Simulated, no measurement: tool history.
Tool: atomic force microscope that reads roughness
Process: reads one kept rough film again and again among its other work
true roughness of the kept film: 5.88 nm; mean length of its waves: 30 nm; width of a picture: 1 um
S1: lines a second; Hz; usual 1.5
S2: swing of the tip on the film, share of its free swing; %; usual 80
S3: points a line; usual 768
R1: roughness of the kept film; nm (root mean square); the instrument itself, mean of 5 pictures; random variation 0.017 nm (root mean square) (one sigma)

Run 1, hour 0: usual settings. Result: R1 4.091 nm (root mean square).
Run 2, hour 8.1: usual settings but S1 0.68 Hz. Result: R1 4.192 nm (root mean square).
Run 3, hour 14.1: usual settings but S1 0.68 Hz. Result: R1 4.065 nm (root mean square).
Run 4, hour 18.8: usual settings but S1 0.68 Hz. Result: R1 3.961 nm (root mean square).
Run 5, hour 24.3: usual settings but S1 0.68 Hz. Result: R1 3.89 nm (root mean square).
Run 6, hour 34.5: usual settings but S3 966. Result: R1 3.481 nm (root mean square).
Run 7, hour 44.1: usual settings. Result: R1 3.304 nm (root mean square).
Run 8, hour 49.5: usual settings. Result: R1 3.212 nm (root mean square).
Run 9, hour 54.2: usual settings. Result: R1 3.154 nm (root mean square).
Run 10, hour 59.1: usual settings. Result: R1 3.106 nm (root mean square).
Run 11, hour 64.8: usual settings. Result: R1 3.012 nm (root mean square).
Run 12, hour 74.5: usual settings. Result: R1 2.908 nm (root mean square).
Run 13, hour 79.8: usual settings but S2 58 %. Result: R1 3.108 nm (root mean square).
Run 14, hour 87.1: usual settings but S2 58 %. Result: R1 3.028 nm (root mean square).
Run 15, hour 92.5: usual settings but S3 474. Result: R1 2.713 nm (root mean square).
At hour 94: height scale calibrated on a step standard.
Run 16, hour 100.8: usual settings but S3 474. Result: R1 2.649 nm (root mean square).
Run 17, hour 106.6: usual settings. Result: R1 2.638 nm (root mean square).
Run 18, hour 112.1: usual settings but S3 1011. Result: R1 2.565 nm (root mean square).
Run 19, hour 120.7: usual settings but S2 58 %, S3 460. Result: R1 2.71 nm (root mean square).
Run 20, hour 127: usual settings but S1 1.99 Hz, S2 55 %, S3 953. Result: R1 2.651 nm (root mean square).
At hour 128.3: new tip fitted.
Run 21, hour 132.4: usual settings but S1 1.21 Hz, S2 81 %, S3 709. Result: R1 4.099 nm (root mean square).
Run 22, hour 138.3: usual settings but S1 3.02 Hz, S3 481. Result: R1 3.53 nm (root mean square).
Run 23, hour 143.9: usual settings but S1 2.72 Hz, S2 82 %. Result: R1 3.422 nm (root mean square).
At hour 146.8: height scale calibrated on a step standard, once more.
Run 24, hour 153.5: usual settings but S1 2.72 Hz, S2 89 %, S3 711. Result: R1 3.059 nm (root mean square).
Run 25, hour 159.8: usual settings but S1 2.91 Hz, S2 74 %, S3 385. Result: R1 3.362 nm (root mean square).
Run 26, hour 166.5: usual settings but S1 2.91 Hz, S2 74 %, S3 385. Result: R1 3.25 nm (root mean square).
Run 27, hour 175.6: usual settings but S1 2.91 Hz, S2 56 %, S3 364. Result: R1 3.485 nm (root mean square).
Run 28, hour 185.6: usual settings but S1 2.44 Hz, S2 64 %, S3 364. Result: R1 3.284 nm (root mean square).
Run 29, hour 190.7: usual settings but S1 2.91 Hz, S2 70 %. Result: R1 3.057 nm (root mean square).
Run 30, hour 195.4: usual settings but S1 1.78 Hz, S2 63 %, S3 441. Result: R1 3.225 nm (root mean square).
Run 31, hour 204.7: usual settings but S1 1.78 Hz, S2 63 %, S3 441. Result: R1 3.104 nm (root mean square).
Run 32, hour 211.2: usual settings but S1 0.78 Hz, S2 88 %. Result: R1 2.912 nm (root mean square).
Run 33, hour 219.9: usual settings but S1 2.92 Hz, S2 72 %. Result: R1 2.676 nm (root mean square).
Run 34, hour 225.2: usual settings but S1 2.92 Hz, S2 72 %. Result: R1 2.633 nm (root mean square).

4 ways to go on from here, each from the tool as it stands after run 34. What would each give?
Run A, hour 232.9: usual settings but S1 2.92 Hz, S2 84 %, S3 269. Result: R1 ?.
Run B, hour 232.9: usual settings but S2 73 %, S3 468. Result: R1 ?.
Run C, hour 232.9: usual settings but S1 0.64 Hz, S2 69 %, S3 438. Result: R1 ?.
Run D, hour 232.9: usual settings but S1 0.71 Hz, S2 72 %, S3 344. Result: R1 ?.

run     R1
  A  2.252
  B  2.708
  C  2.869
  D  2.831
Without the tool's hidden state the same runs would have given:
run     R1
  A  3.554
  B  4.274
  C  4.528
  D  4.469
